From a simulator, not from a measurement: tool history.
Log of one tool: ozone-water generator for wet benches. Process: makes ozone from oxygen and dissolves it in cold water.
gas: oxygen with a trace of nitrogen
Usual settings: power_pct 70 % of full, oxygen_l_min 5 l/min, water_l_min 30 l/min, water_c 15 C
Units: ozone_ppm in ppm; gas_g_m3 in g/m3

Run 1, hour 0: usual settings. Result: ozone_ppm 23.5 ppm, gas_g_m3 242 g/m3.
Run 2, hour 28.5: usual settings. Result: ozone_ppm 23.7 ppm, gas_g_m3 240.5 g/m3.
Run 3, hour 53: usual settings. Result: ozone_ppm 23.4 ppm, gas_g_m3 242 g/m3.
Run 4, hour 85: usual settings. Result: ozone_ppm 23.7 ppm, gas_g_m3 241 g/m3.
Run 5, hour 110.6: usual settings. Result: ozone_ppm 23.6 ppm, gas_g_m3 243.2 g/m3.
Run 6, hour 150.2: usual settings. Result: ozone_ppm 23.6 ppm, gas_g_m3 242.4 g/m3.
Run 7, hour 198.8: usual settings but water_c 9 C. Result: ozone_ppm 25.2 ppm, gas_g_m3 241.8 g/m3.
Run 8, hour 256.2: usual settings but water_c 9 C. Result: ozone_ppm 25 ppm, gas_g_m3 242.3 g/m3.
Run 9, hour 299.2: usual settings but water_c 11 C. Result: ozone_ppm 24.6 ppm, gas_g_m3 242.1 g/m3.
Run 10, hour 357.2: usual settings but oxygen_l_min 2.68 l/min, water_c 11 C. Result: ozone_ppm 22.3 ppm, gas_g_m3 356.5 g/m3.
Run 11, hour 412.9: usual settings but oxygen_l_min 2.68 l/min, water_c 11 C. Result: ozone_ppm 22.3 ppm, gas_g_m3 357.4 g/m3.
Run 12, hour 456.5: usual settings but oxygen_l_min 2.68 l/min, water_c 11 C. Result: ozone_ppm 22.2 ppm, gas_g_m3 355.8 g/m3.
Run 13, hour 510.9: usual settings. Result: ozone_ppm 23.6 ppm, gas_g_m3 245.5 g/m3.
Run 14, hour 562.7: usual settings but water_l_min 24 l/min. Result: ozone_ppm 28.3 ppm, gas_g_m3 244.3 g/m3.
Run 15, hour 602.1: usual settings but water_c 11 C. Result: ozone_ppm 24.7 ppm, gas_g_m3 244.4 g/m3.
Run 16, hour 658.7: usual settings but water_l_min 42 l/min. Result: ozone_ppm 16.7 ppm, gas_g_m3 246.7 g/m3.
Run 17, hour 713: usual settings but power_pct 65 % of full, oxygen_l_min 3.23 l/min, water_l_min 37 l/min, water_c 20 C. Result: ozone_ppm 16.3 ppm, gas_g_m3 301.6 g/m3.
Run 18, hour 737.8: usual settings but power_pct 63 % of full, oxygen_l_min 3.06 l/min, water_l_min 36 l/min. Result: ozone_ppm 17 ppm, gas_g_m3 308.8 g/m3.
Run 19, hour 789.8: usual settings but power_pct 63 % of full, oxygen_l_min 3.06 l/min, water_l_min 36 l/min. Result: ozone_ppm 17.3 ppm, gas_g_m3 309.2 g/m3.
Run 20, hour 839.8: usual settings but power_pct 63 % of full, oxygen_l_min 3.06 l/min, water_l_min 21 l/min. Result: ozone_ppm 28.9 ppm, gas_g_m3 308.5 g/m3.
Run 21, hour 873.6: usual settings but power_pct 79 % of full, oxygen_l_min 3.06 l/min, water_l_min 21 l/min, water_c 10 C. Result: ozone_ppm 35.3 ppm, gas_g_m3 361 g/m3.
Run 22, hour 924.3: usual settings. Result: ozone_ppm 23.4 ppm, gas_g_m3 245.2 g/m3.
Run 23, hour 965.7: usual settings but power_pct 41 % of full, water_l_min 42 l/min. Result: ozone_ppm 11.5 ppm, gas_g_m3 168.7 g/m3.
Run 24, hour 1003.6: usual settings but water_l_min 32 l/min, water_c 11 C. Result: ozone_ppm 23 ppm, gas_g_m3 248 g/m3.
Run 25, hour 1049.6: usual settings but water_l_min 32 l/min, water_c 11 C. Result: ozone_ppm 22.7 ppm, gas_g_m3 246.9 g/m3.
Run 26, hour 1079.9: usual settings but water_l_min 32 l/min, water_c 11 C. Result: ozone_ppm 22.8 ppm, gas_g_m3 246 g/m3.
Run 27, hour 1112.7: usual settings but power_pct 42 % of full, oxygen_l_min 5.95 l/min, water_l_min 32 l/min, water_c 11 C. Result: ozone_ppm 16.3 ppm, gas_g_m3 153 g/m3.
Run 28, hour 1150.5: usual settings but water_c 23 C. Result: ozone_ppm 21.6 ppm, gas_g_m3 246.6 g/m3.
Run 29, hour 1189.1: usual settings but water_c 23 C. Result: ozone_ppm 21.7 ppm, gas_g_m3 248.1 g/m3.
Run 30, hour 1223: usual settings but oxygen_l_min 3.67 l/min, water_l_min 42 l/min, water_c 14 C. Result: ozone_ppm 16 ppm, gas_g_m3 294.3 g/m3.
At hour 1255: contactor cleaned.
Run 31, hour 1274.3: usual settings but oxygen_l_min 3.67 l/min, water_l_min 42 l/min, water_c 14 C. Result: ozone_ppm 16.2 ppm, gas_g_m3 298.8 g/m3.
Run 32, hour 1332.3: usual settings but oxygen_l_min 3.67 l/min, water_l_min 42 l/min, water_c 14 C. Result: ozone_ppm 16.1 ppm, gas_g_m3 300.4 g/m3.

Some steps in gas_g_m3 between neighbouring runs. How much of each would the tool show without its hidden state too (settings, what came in, random variation), and how much is left for the hidden state, with any gauge scatter that isn't in both results?
The hidden state here: yield of the discharge, % of new electrodes'; contactor's efficiency, % of a clean one's; true water temperature over the reading, C; drift of the gauge itself on ozone_ppm, %; drift of the gauge itself on gas_g_m3, %.
Run 9 -> 10: oxygen_l_min 5 -> 2.68. gas_g_m3 +114.4 g/m3: hidden state +1, all else +113.4.
Run 12 -> 13: oxygen_l_min 2.68 -> 5, water_c 11 -> 15. gas_g_m3 -110.3 g/m3: hidden state -0.8, all else -109.5.
Run 21 -> 22: power_pct 79 -> 70, oxygen_l_min 3.06 -> 5, water_l_min 21 -> 30, water_c 10 -> 15. gas_g_m3 -115.8 g/m3: hidden state -1.5, all else -114.3.
Run 23 -> 24: power_pct 41 -> 70, water_l_min 42 -> 32, water_c 15 -> 11. gas_g_m3 +79.3 g/m3: hidden state +1.6, all else +77.7.
Run 26 -> 27: power_pct 70 -> 42, oxygen_l_min 5 -> 5.95. gas_g_m3 -93 g/m3: hidden state -1.6, all else -91.4.
Run 27 -> 28: power_pct 42 -> 70, oxygen_l_min 5.95 -> 5, water_l_min 32 -> 30, water_c 11 -> 23. gas_g_m3 +93.6 g/m3: hidden state +1.9, all else +91.7.

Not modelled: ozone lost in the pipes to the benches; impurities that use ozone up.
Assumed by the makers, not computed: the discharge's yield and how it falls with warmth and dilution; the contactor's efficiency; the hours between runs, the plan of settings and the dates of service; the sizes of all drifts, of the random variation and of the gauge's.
